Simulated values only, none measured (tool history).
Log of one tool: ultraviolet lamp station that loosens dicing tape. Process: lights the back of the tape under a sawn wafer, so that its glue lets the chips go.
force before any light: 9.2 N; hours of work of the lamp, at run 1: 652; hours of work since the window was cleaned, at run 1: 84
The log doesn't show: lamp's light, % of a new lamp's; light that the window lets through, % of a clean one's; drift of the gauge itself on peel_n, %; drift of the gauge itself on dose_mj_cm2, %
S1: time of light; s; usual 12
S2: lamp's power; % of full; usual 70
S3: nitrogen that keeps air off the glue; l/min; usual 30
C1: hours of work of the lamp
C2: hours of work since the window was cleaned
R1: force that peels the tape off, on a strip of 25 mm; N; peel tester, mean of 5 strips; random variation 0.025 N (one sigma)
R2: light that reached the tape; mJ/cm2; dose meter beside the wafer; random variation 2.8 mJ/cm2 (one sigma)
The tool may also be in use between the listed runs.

run   hour  S1  S2  S3   C1   C2     R1   R2
  1    0.0  12  70  30  652   84  1.458  349
  2   12.2  12  70  30  660   92  1.485  351
  3   23.0  12  70  30  668  100  1.513  344
  4   36.5  12  70  30  677  109  1.561  345
  5   57.5  12  70  30  691  123  1.600  344
  6   70.6  12  70  30  700  132  1.589  338
  7   85.5  12  70  30  710  142  1.593  333
  8   98.1  10  70  30  718  150  2.117  281
  9  109.6  12  70  30  726  158  1.685  338
 10  133.7  12  81  30  742  174  1.251  391
 11  151.3   9  62  35  754  186  2.687  221
 12  162.6   9  94  30  761  193  1.654  333
 13  178.7  17  66  30  772  204  0.970  437
     180.4  -- window cleaned of glue's vapour
 14  195.6  17  66  30  783   10  1.048  429
 15  208.8  12  67  10  792   19  2.797  310
 16  219.3  12  70  47  799   26  1.506  319
 17  239.4  12  70  45  813   40  1.528  315
 18  250.6  12  70  45  820   47  1.542  319
 19  274.4  12  70  45  836   63  1.550  319
     276.4  -- window cleaned of glue's vapour, once more
 20  290.3  16  63  31  847    9  1.147  414

3 ways to go on from here, each from the tool as it stands after run 20. What would each give?
  A  315.5   9   73  23  863  26   ?   ?
  B  315.5  16  100  31  863  26   ?   ?
  C  315.5  12   74  23  863  26   ?   ?

run     R1   R2
  A  2.480  268
  B  0.434  652
  C  1.583  363
Without the tool's hidden state the same runs would have given:
run     R1   R2
  A  2.031  311
  B  0.329  755
  C  1.224  420
